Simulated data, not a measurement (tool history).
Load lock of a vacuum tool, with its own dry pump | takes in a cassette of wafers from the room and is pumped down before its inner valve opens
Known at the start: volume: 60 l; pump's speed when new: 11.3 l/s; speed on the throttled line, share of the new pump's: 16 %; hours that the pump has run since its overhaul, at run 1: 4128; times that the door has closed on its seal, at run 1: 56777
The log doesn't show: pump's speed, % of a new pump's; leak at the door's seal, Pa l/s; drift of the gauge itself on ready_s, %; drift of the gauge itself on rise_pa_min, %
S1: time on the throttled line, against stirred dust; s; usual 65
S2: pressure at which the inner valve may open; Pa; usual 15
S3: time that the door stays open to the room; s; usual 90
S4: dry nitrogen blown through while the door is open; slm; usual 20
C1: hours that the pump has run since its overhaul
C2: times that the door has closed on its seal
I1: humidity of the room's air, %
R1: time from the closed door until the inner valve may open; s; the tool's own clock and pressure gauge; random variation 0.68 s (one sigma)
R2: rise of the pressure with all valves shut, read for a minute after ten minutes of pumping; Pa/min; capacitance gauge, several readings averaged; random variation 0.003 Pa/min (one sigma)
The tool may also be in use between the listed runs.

{"run": 1, "hour": 0.0, "S1": 65, "S2": 15, "S3": 90, "S4": 20, "C1": 4128, "C2": 56777, "I1": 45.3, "R1": 106.5, "R2": 0.371}
{"run": 2, "hour": 336.6, "S1": 65, "S2": 15, "S3": 90, "S4": 20, "C1": 4465, "C2": 57980, "I1": 45.4, "R1": 104.8, "R2": 0.376}
{"run": 3, "hour": 738.0, "S1": 65, "S2": 15, "S3": 90, "S4": 20, "C1": 4866, "C2": 59415, "I1": 46.5, "R1": 106.5, "R2": 0.388}
{"run": 4, "hour": 1291.6, "S1": 65, "S2": 15, "S3": 90, "S4": 20, "C1": 5419, "C2": 61394, "I1": 43.1, "R1": 106.4, "R2": 0.401}
{"run": 5, "hour": 1867.4, "S1": 65, "S2": 15, "S3": 90, "S4": 20, "C1": 5995, "C2": 63453, "I1": 45, "R1": 107.7, "R2": 0.422}
{"run": 6, "hour": 2392.4, "S1": 65, "S2": 15, "S3": 90, "S4": 20, "C1": 6520, "C2": 65330, "I1": 45, "R1": 108.7, "R2": 0.431}
{"run": 7, "hour": 2935.0, "S1": 65, "S2": 15, "S3": 90, "S4": 20, "C1": 7063, "C2": 67269, "I1": 45.1, "R1": 108.5, "R2": 0.454}
{"run": 8, "hour": 3356.8, "S1": 65, "S2": 15, "S3": 90, "S4": 9, "C1": 7485, "C2": 68777, "I1": 48, "R1": 109.4, "R2": 0.488}
{"run": 9, "hour": 3859.8, "S1": 65, "S2": 15, "S3": 90, "S4": 9, "C1": 7988, "C2": 70575, "I1": 45.7, "R1": 110.9, "R2": 0.494}
{"run": 10, "hour": 4305.6, "S1": 65, "S2": 15, "S3": 90, "S4": 20, "C1": 8434, "C2": 72169, "I1": 47.8, "R1": 113.2, "R2": 0.506}
{"hour": 4611.5, "done": "door's seal changed, seat wiped"}
{"run": 11, "hour": 4808.9, "S1": 65, "S2": 15, "S3": 90, "S4": 33, "C1": 8935, "C2": 706, "I1": 49.9, "R1": 112, "R2": 0.05}
{"hour": 4991.9, "done": "dry pump taken out, an overhauled one fitted"}
{"run": 12, "hour": 5243.1, "S1": 65, "S2": 15, "S3": 90, "S4": 20, "C1": 251, "C2": 2237, "I1": 45.7, "R1": 102.4, "R2": 0.06}
{"run": 13, "hour": 5784.2, "S1": 65, "S2": 15, "S3": 90, "S4": 20, "C1": 792, "C2": 4171, "I1": 46.9, "R1": 103.1, "R2": 0.071}
{"run": 14, "hour": 6044.1, "S1": 65, "S2": 15, "S3": 90, "S4": 20, "C1": 1052, "C2": 5100, "I1": 46.2, "R1": 101.6, "R2": 0.064}
{"run": 15, "hour": 6305.0, "S1": 65, "S2": 15, "S3": 106, "S4": 20, "C1": 1313, "C2": 6033, "I1": 44.8, "R1": 102.8, "R2": 0.076}
{"run": 16, "hour": 6715.5, "S1": 65, "S2": 15, "S3": 106, "S4": 20, "C1": 1724, "C2": 7500, "I1": 45.9, "R1": 103.3, "R2": 0.078}
{"run": 17, "hour": 6987.9, "S1": 65, "S2": 15, "S3": 106, "S4": 20, "C1": 1996, "C2": 8474, "I1": 42.3, "R1": 103.7, "R2": 0.074}
{"run": 18, "hour": 7472.2, "S1": 65, "S2": 15, "S3": 106, "S4": 20, "C1": 2480, "C2": 10206, "I1": 48.8, "R1": 104.1, "R2": 0.087}
{"run": 19, "hour": 7853.5, "S1": 71, "S2": 20, "S3": 33, "S4": 11, "C1": 2862, "C2": 11569, "I1": 46.5, "R1": 106.4, "R2": 0.064}
{"run": 20, "hour": 8292.0, "S1": 65, "S2": 15, "S3": 90, "S4": 40, "C1": 3300, "C2": 13136, "I1": 46, "R1": 103.3, "R2": 0.081}
{"run": 21, "hour": 8793.0, "S1": 65, "S2": 15, "S3": 90, "S4": 40, "C1": 3801, "C2": 14927, "I1": 40.7, "R1": 106.1, "R2": 0.081}
{"run": 22, "hour": 9046.7, "S1": 65, "S2": 15, "S3": 110, "S4": 20, "C1": 4055, "C2": 15834, "I1": 46.9, "R1": 105.3, "R2": 0.109}
{"run": 23, "hour": 9297.7, "S1": 65, "S2": 15, "S3": 110, "S4": 20, "C1": 4306, "C2": 16732, "I1": 44.9, "R1": 107.3, "R2": 0.104}
{"run": 24, "hour": 9844.6, "S1": 122, "S2": 21, "S3": 90, "S4": 20, "C1": 4853, "C2": 18687, "I1": 42.8, "R1": 151.5, "R2": 0.105}
{"run": 25, "hour": 10220.4, "S1": 122, "S2": 21, "S3": 90, "S4": 20, "C1": 5228, "C2": 20030, "I1": 43.1, "R1": 151.6, "R2": 0.118}
{"run": 26, "hour": 10492.2, "S1": 48, "S2": 13, "S3": 31, "S4": 17, "C1": 5500, "C2": 21002, "I1": 45.7, "R1": 95.5, "R2": 0.094}
{"run": 27, "hour": 11020.8, "S1": 48, "S2": 13, "S3": 57, "S4": 10, "C1": 6029, "C2": 22892, "I1": 47.2, "R1": 97.4, "R2": 0.128}
{"run": 28, "hour": 11566.0, "S1": 48, "S2": 13, "S3": 57, "S4": 10, "C1": 6574, "C2": 24841, "I1": 47.2, "R1": 96.2, "R2": 0.137}
{"run": 29, "hour": 12056.1, "S1": 48, "S2": 13, "S3": 70, "S4": 10, "C1": 7064, "C2": 26593, "I1": 45, "R1": 96.2, "R2": 0.143}
{"run": 30, "hour": 12366.6, "S1": 48, "S2": 13, "S3": 70, "S4": 10, "C1": 7375, "C2": 27703, "I1": 42.4, "R1": 97.1, "R2": 0.154}
{"run": 31, "hour": 12907.4, "S1": 94, "S2": 27, "S3": 149, "S4": 10, "C1": 7915, "C2": 29636, "I1": 44.8, "R1": 130.4, "R2": 0.193}
{"run": 32, "hour": 13358.6, "S1": 41, "S2": 18, "S3": 30, "S4": 5, "C1": 8367, "C2": 31249, "I1": 45, "R1": 92.4, "R2": 0.16}
{"run": 33, "hour": 13631.7, "S1": 41, "S2": 13, "S3": 166, "S4": 5, "C1": 8640, "C2": 32225, "I1": 42, "R1": 95, "R2": 0.224}
{"run": 34, "hour": 14071.1, "S1": 46, "S2": 28, "S3": 166, "S4": 5, "C1": 9079, "C2": 33796, "I1": 46, "R1": 94.3, "R2": 0.244}
{"hour": 14110.7, "done": "dry pump taken out, an overhauled one fitted"}
{"run": 35, "hour": 14389.9, "S1": 46, "S2": 28, "S3": 166, "S4": 5, "C1": 279, "C2": 34914, "I1": 44.1, "R1": 81.7, "R2": 0.248}
{"run": 36, "hour": 14685.4, "S1": 46, "S2": 28, "S3": 166, "S4": 5, "C1": 575, "C2": 35971, "I1": 48.3, "R1": 82.7, "R2": 0.26}

Hidden state at the last listed run before each entry between runs and at the first one after, where it differs:
Between runs 10 and 11: door's seal changed, seat wiped (hour 4611.5)
  pump's speed, % of a new pump's: 78.6 -> 77.3; leak at the door's seal, Pa l/s: 0.4508 -> 0.0038
  measured less the result without the state, R1: +10.2 -> +10.9 s; R2: +0.45 -> +0.002 Pa/min
Between runs 11 and 12: dry pump taken out, an overhauled one fitted (hour 4991.9)
  pump's speed, % of a new pump's: 77.3 -> 98.7; leak at the door's seal, Pa l/s: 0.0038 -> 0.0071
  measured less the result without the state, R1: +10.9 -> +0.5 s; R2: +0.002 -> +0.005 Pa/min
Between runs 34 and 35: dry pump taken out, an overhauled one fitted (hour 14110.7)
  pump's speed, % of a new pump's: 75.4 -> 100.4; leak at the door's seal, Pa l/s: 0.1366 -> 0.1428
  measured less the result without the state, R1: +12 -> -0.1 s; R2: +0.135 -> +0.141 Pa/min

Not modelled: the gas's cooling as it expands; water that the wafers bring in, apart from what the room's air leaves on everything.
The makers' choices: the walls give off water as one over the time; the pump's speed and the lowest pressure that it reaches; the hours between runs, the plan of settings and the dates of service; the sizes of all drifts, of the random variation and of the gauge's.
